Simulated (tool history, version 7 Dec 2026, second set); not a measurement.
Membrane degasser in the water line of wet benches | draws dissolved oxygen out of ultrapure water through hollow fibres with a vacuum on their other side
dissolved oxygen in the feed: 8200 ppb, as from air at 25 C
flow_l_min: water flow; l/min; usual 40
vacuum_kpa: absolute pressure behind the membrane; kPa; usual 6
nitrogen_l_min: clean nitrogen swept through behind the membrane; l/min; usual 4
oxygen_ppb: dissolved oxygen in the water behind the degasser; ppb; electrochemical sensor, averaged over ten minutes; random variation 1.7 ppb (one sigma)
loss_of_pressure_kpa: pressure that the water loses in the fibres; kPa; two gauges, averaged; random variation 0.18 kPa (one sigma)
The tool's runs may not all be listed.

| run | hour | flow_l_min | vacuum_kpa | nitrogen_l_min | oxygen_ppb | loss_of_pressure_kpa |
|---|---|---|---|---|---|---|
| 1 | 0 | 40 | 6 | 4 | 175.7 | 30.93 |
| 2 | 84 | 40 | 6 | 4 | 175.1 | 30.33 |
| 3 | 150 | 40 | 6 | 4 | 177.6 | 30.57 |
| 4 | 240.6 | 25 | 6 | 4 | 84.7 | 19.17 |
| 5 | 311.3 | 25 | 6 | 4 | 85.6 | 19.48 |
| 6 | 384.9 | 40 | 6 | 4 | 177.5 | 30.72 |
| 7 | 425.8 | 40 | 6 | 4 | 173.4 | 30.79 |
| 8 | 480.9 | 40 | 6 | 4 | 174.3 | 30.63 |
| 9 | 578.2 | 40 | 6 | 4 | 174.7 | 30.52 |
| 10 | 645.7 | 40 | 5.23 | 4 | 159 | 30.67 |
| 11 | 729 | 40 | 5.23 | 4 | 156.8 | 30.75 |
| 12 | 778 | 40 | 6.68 | 4 | 191.6 | 30.79 |
| 13 | 868.8 | 40 | 6.68 | 4 | 195.4 | 30.61 |
| 14 | 958.2 | 40 | 6 | 8.28 | 143.3 | 30.46 |
| 15 | 1023.3 | 40 | 6 | 4 | 178.6 | 30.96 |
| 16 | 1070.6 | 40 | 8.88 | 4 | 244.6 | 30.54 |
| 17 | 1113.4 | 40 | 8.88 | 4 | 241.4 | 30.78 |
| 18 | 1194.5 | 57 | 6 | 5.84 | 268.5 | 43.88 |
| 19 | 1268.5 | 40 | 7.04 | 1.87 | 295.2 | 30.96 |
| 20 | 1317.8 | 40 | 7.61 | 6.89 | 169.2 | 31.25 |
| 21 | 1380.6 | 51 | 6.33 | 2 | 354.7 | 39.48 |
| 22 | 1455.2 | 51 | 6.33 | 2 | 346 | 39.23 |
| 23 | 1503.5 | 36 | 4.03 | 2 | 131.1 | 27.56 |
| 24 | 1565 | 50 | 4.3 | 4.78 | 193.7 | 38.66 |
| 25 | 1636.5 | 50 | 4.3 | 4.78 | 196.5 | 38.51 |
| 26 | 1704.9 | 50 | 4.3 | 4.78 | 194.8 | 38.83 |
| 27 | 1783.8 | 42 | 7.79 | 6.48 | 190.6 | 32.64 |
| 28 | 1870.9 | 59 | 12.58 | 3.46 | 568.7 | 45.97 |
| 29 | 1950.5 | 40 | 6 | 5.29 | 161.4 | 31.22 |
| 30 | 2024.6 | 40 | 12.4 | 11.64 | 183.7 | 30.38 |
| 31 | 2073.4 | 33 | 7.75 | 4 | 172.5 | 25.41 |

Some steps in oxygen_ppb between neighbouring runs. How much of each would the tool show without its hidden state too (settings, what came in, random variation), and how much is left for the hidden state, with any gauge scatter that isn't in both results?
The hidden state here: membrane still open, %; true pressure behind the membrane over the reading, kPa; air that leaks in behind the membrane, l/min; drift of the gauge itself on oxygen_ppb, %; drift of the gauge itself on loss_of_pressure_kpa, %.
Run 20 -> 21: flow_l_min 40 -> 51, vacuum_kpa 7.61 -> 6.33, nitrogen_l_min 6.89 -> 2. oxygen_ppb +185.5 ppb: hidden state +16.3, all else +169.2.
Run 22 -> 23: flow_l_min 51 -> 36, vacuum_kpa 6.33 -> 4.03. oxygen_ppb -214.9 ppb: hidden state -7.4, all else -207.5.
Run 27 -> 28: flow_l_min 42 -> 59, vacuum_kpa 7.79 -> 12.58, nitrogen_l_min 6.48 -> 3.46. oxygen_ppb +378.1 ppb: hidden state +13, all else +365.1.
Run 28 -> 29: flow_l_min 59 -> 40, vacuum_kpa 12.58 -> 6, nitrogen_l_min 3.46 -> 5.29. oxygen_ppb -407.3 ppb: hidden state -12.1, all else -395.2.

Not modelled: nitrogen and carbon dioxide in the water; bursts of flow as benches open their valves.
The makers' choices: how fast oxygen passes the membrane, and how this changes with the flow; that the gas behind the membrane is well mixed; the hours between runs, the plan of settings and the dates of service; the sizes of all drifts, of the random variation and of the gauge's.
